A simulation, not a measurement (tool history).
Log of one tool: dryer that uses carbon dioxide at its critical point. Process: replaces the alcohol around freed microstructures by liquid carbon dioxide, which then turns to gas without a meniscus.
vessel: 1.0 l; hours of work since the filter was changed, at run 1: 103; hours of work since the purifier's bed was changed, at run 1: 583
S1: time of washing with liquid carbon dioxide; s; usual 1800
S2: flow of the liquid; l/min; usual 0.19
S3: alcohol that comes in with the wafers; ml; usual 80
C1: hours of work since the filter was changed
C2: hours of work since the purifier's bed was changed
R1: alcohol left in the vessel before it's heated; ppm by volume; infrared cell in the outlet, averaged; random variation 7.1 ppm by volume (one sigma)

run	hour	S1	S2	S3	C1	C2	R1
1	0	1800	0.19	80	103	583	556
2	19	1800	0.19	80	117	598	561
3	31.1	1800	0.19	80	126	607	595
4	41.4	1800	0.19	80	134	615	610
5	54.5	1800	0.19	80	144	624	644
6	67	1800	0.19	80	153	634	659
7	77.5	1800	0.19	80	161	642	658
8	95.7	1800	0.19	80	175	656	712
9	109.2	1800	0.222	80	185	666	328
10	119	1800	0.316	80	193	673	55
11	139.2	1800	0.316	80	208	688	48
# hour 153.7: inlet filter changed
12	153.9	1800	0.19	80	0	699	364
13	164.5	1800	0.19	80	8	707	375
14	183	1800	0.19	80	22	721	403
15	205.6	1800	0.19	80	39	738	421
16	215.3	1800	0.19	80	47	745	427
17	229	1800	0.19	80	57	756	459
18	251.8	1800	0.19	75	74	773	459
19	268.8	1800	0.19	75	87	786	491
20	287.7	1800	0.19	75	101	800	509
21	299.6	1800	0.19	35	110	809	257
22	316.5	1800	0.19	35	123	822	285
23	329.6	1800	0.19	35	133	832	283
24	342.9	1680	0.19	80	143	842	865
25	357.3	1680	0.19	33	154	852	406
26	378.5	1800	0.211	29	170	868	178
27	398.3	2700	0.226	44	185	883	42
28	418.7	2700	0.226	44	200	899	45
29	431.6	2700	0.226	44	210	909	59
# hour 443.6: inlet filter changed
30	443.6	2400	0.282	38	0	917	45
31	463.3	1800	0.173	80	15	932	635
32	475.5	1800	0.194	98	24	941	442
33	497.1	1800	0.194	98	40	957	473
34	511.2	1800	0.194	98	51	968	490
35	533.7	1800	0.194	98	68	985	545
36	556.5	1800	0.218	98	85	1002	307
37	576.2	2220	0.237	80	100	1017	77
38	596	2220	0.237	80	115	1032	77
39	615.5	2340	0.27	23	130	1047	54

The next listed run, before its measurement:
40	636.4	2400	0.123	30	146	1063	?

{"run 40": {"R1": 549}}
Without the tool's hidden state the same run would have given R1 309 ppm by volume.
